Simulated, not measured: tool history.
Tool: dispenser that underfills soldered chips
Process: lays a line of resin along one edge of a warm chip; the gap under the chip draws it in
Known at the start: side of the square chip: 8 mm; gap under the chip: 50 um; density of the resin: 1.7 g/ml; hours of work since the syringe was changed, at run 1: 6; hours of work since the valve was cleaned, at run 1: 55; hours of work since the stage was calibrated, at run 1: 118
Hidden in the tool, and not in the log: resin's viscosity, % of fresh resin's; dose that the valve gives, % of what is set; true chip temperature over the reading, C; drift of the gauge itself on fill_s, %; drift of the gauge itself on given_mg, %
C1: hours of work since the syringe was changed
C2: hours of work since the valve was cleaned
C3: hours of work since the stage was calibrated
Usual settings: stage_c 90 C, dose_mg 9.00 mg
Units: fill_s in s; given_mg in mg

{"run": 1, "hour": 0.0, "stage_c": 90, "dose_mg": 9.0, "C1": 6, "C2": 55, "C3": 118, "fill_s": 71.8, "given_mg": 8.49}
{"run": 2, "hour": 4.2, "stage_c": 81, "dose_mg": 9.0, "C1": 9, "C2": 58, "C3": 121, "fill_s": 128.8, "given_mg": 8.58}
{"hour": 5.4, "done": "new syringe of resin"}
{"run": 3, "hour": 9.5, "stage_c": 81, "dose_mg": 9.0, "C1": 3, "C2": 61, "C3": 124, "fill_s": 90.0, "given_mg": 8.53}
{"run": 4, "hour": 13.5, "stage_c": 81, "dose_mg": 9.0, "C1": 6, "C2": 64, "C3": 127, "fill_s": 109.2, "given_mg": 8.54}
{"run": 5, "hour": 18.5, "stage_c": 90, "dose_mg": 9.0, "C1": 9, "C2": 67, "C3": 130, "fill_s": 84.8, "given_mg": 8.52}
{"hour": 19.2, "done": "new syringe of resin"}
{"run": 6, "hour": 23.6, "stage_c": 90, "dose_mg": 9.0, "C1": 3, "C2": 71, "C3": 134, "fill_s": 61.4, "given_mg": 8.41}
{"run": 7, "hour": 25.8, "stage_c": 90, "dose_mg": 9.0, "C1": 5, "C2": 72, "C3": 135, "fill_s": 65.2, "given_mg": 8.45}
{"run": 8, "hour": 30.9, "stage_c": 90, "dose_mg": 9.0, "C1": 8, "C2": 76, "C3": 139, "fill_s": 81.5, "given_mg": 8.42}
{"hour": 33.0, "done": "new syringe of resin"}
{"run": 9, "hour": 35.2, "stage_c": 90, "dose_mg": 9.0, "C1": 2, "C2": 78, "C3": 142, "fill_s": 56.1, "given_mg": 8.34}
{"run": 10, "hour": 37.7, "stage_c": 104, "dose_mg": 9.0, "C1": 3, "C2": 80, "C3": 143, "fill_s": 32.9, "given_mg": 8.38}
{"run": 11, "hour": 40.6, "stage_c": 104, "dose_mg": 9.0, "C1": 5, "C2": 82, "C3": 145, "fill_s": 37.7, "given_mg": 8.37}
{"run": 12, "hour": 44.6, "stage_c": 104, "dose_mg": 9.0, "C1": 8, "C2": 85, "C3": 148, "fill_s": 44.1, "given_mg": 8.37}
{"hour": 46.7, "done": "new syringe of resin"}
{"run": 13, "hour": 49.4, "stage_c": 104, "dose_mg": 9.0, "C1": 2, "C2": 88, "C3": 151, "fill_s": 30.1, "given_mg": 8.33}
{"run": 14, "hour": 51.7, "stage_c": 104, "dose_mg": 9.0, "C1": 3, "C2": 90, "C3": 153, "fill_s": 32.8, "given_mg": 8.32}
{"run": 15, "hour": 55.3, "stage_c": 104, "dose_mg": 9.0, "C1": 6, "C2": 92, "C3": 155, "fill_s": 39.1, "given_mg": 8.27}
{"run": 16, "hour": 59.0, "stage_c": 104, "dose_mg": 9.0, "C1": 9, "C2": 95, "C3": 158, "fill_s": 43.0, "given_mg": 8.22}
{"hour": 60.8, "done": "new syringe of resin"}
{"hour": 63.3, "done": "dispensing valve cleaned and set on the balance"}
{"run": 17, "hour": 64.0, "stage_c": 104, "dose_mg": 9.0, "C1": 2, "C2": 0, "C3": 161, "fill_s": 29.1, "given_mg": 8.99}
{"run": 18, "hour": 66.6, "stage_c": 90, "dose_mg": 9.0, "C1": 3, "C2": 2, "C3": 162, "fill_s": 60.7, "given_mg": 9.02}
{"run": 19, "hour": 70.6, "stage_c": 76, "dose_mg": 10.8, "C1": 6, "C2": 5, "C3": 165, "fill_s": 136.1, "given_mg": 10.72}
{"run": 20, "hour": 74.1, "stage_c": 76, "dose_mg": 10.8, "C1": 9, "C2": 7, "C3": 168, "fill_s": 158.3, "given_mg": 10.71}
{"hour": 75.7, "done": "new syringe of resin"}
{"run": 21, "hour": 79.1, "stage_c": 90, "dose_mg": 9.81, "C1": 2, "C2": 11, "C3": 171, "fill_s": 58.5, "given_mg": 9.64}
{"run": 22, "hour": 82.9, "stage_c": 83, "dose_mg": 11.41, "C1": 5, "C2": 13, "C3": 173, "fill_s": 92.6, "given_mg": 11.2}
{"run": 23, "hour": 88.1, "stage_c": 83, "dose_mg": 11.41, "C1": 9, "C2": 17, "C3": 177, "fill_s": 115.3, "given_mg": 11.23}
{"hour": 89.7, "done": "new syringe of resin"}
{"run": 24, "hour": 92.1, "stage_c": 83, "dose_mg": 9.75, "C1": 2, "C2": 20, "C3": 180, "fill_s": 74.6, "given_mg": 9.54}
{"run": 25, "hour": 95.8, "stage_c": 102, "dose_mg": 11.13, "C1": 4, "C2": 22, "C3": 182, "fill_s": 36.2, "given_mg": 10.9}
{"run": 26, "hour": 99.3, "stage_c": 98, "dose_mg": 10.09, "C1": 7, "C2": 25, "C3": 185, "fill_s": 51.8, "given_mg": 9.77}
{"hour": 103.4, "done": "new syringe of resin"}
{"run": 27, "hour": 104.9, "stage_c": 102, "dose_mg": 9.33, "C1": 1, "C2": 28, "C3": 188, "fill_s": 31.0, "given_mg": 9.07}
{"run": 28, "hour": 107.4, "stage_c": 90, "dose_mg": 9.05, "C1": 3, "C2": 30, "C3": 190, "fill_s": 58.9, "given_mg": 8.75}
{"run": 29, "hour": 110.2, "stage_c": 90, "dose_mg": 9.05, "C1": 5, "C2": 32, "C3": 192, "fill_s": 66.2, "given_mg": 8.8}
{"run": 30, "hour": 113.6, "stage_c": 97, "dose_mg": 9.31, "C1": 7, "C2": 34, "C3": 194, "fill_s": 55.1, "given_mg": 9.02}
{"hour": 117.2, "done": "new syringe of resin"}
{"run": 31, "hour": 119.2, "stage_c": 97, "dose_mg": 9.31, "C1": 1, "C2": 38, "C3": 198, "fill_s": 39.0, "given_mg": 8.94}
{"run": 32, "hour": 122.2, "stage_c": 97, "dose_mg": 9.31, "C1": 3, "C2": 40, "C3": 200, "fill_s": 44.6, "given_mg": 9.03}
{"run": 33, "hour": 127.1, "stage_c": 90, "dose_mg": 9.0, "C1": 7, "C2": 43, "C3": 203, "fill_s": 73.8, "given_mg": 8.6}
{"hour": 130.9, "done": "new syringe of resin"}
{"run": 34, "hour": 131.5, "stage_c": 91, "dose_mg": 9.8, "C1": 0, "C2": 46, "C3": 206, "fill_s": 49.3, "given_mg": 9.36}
{"run": 35, "hour": 133.7, "stage_c": 92, "dose_mg": 8.59, "C1": 2, "C2": 48, "C3": 208, "fill_s": 52.0, "given_mg": 8.17}
{"run": 36, "hour": 136.2, "stage_c": 102, "dose_mg": 11.02, "C1": 4, "C2": 50, "C3": 210, "fill_s": 37.1, "given_mg": 10.53}

Hidden state or all else? Some run-to-run changes of fill_s, split into what the settings, what came in and random variation would give without the hidden state, and what is left for the hidden state (with any gauge scatter that isn't in both results):
Run 1 -> 2: stage_c 90 -> 81. fill_s +57.0 s: hidden state +29.9, all else +27.1.
Run 2 -> 3: new syringe of resin. fill_s -38.8 s: hidden state -39.0, all else +0.2.
Run 18 -> 19: stage_c 90 -> 76, dose_mg 9.00 -> 10.80. fill_s +75.4 s: hidden state +27.5, all else +47.9.
Run 20 -> 21: stage_c 76 -> 90, dose_mg 10.80 -> 9.81, new syringe of resin. fill_s -99.8 s: hidden state -52.0, all else -47.8.
Run 23 -> 24: dose_mg 11.41 -> 9.75, new syringe of resin. fill_s -40.7 s: hidden state -39.1, all else -1.6.
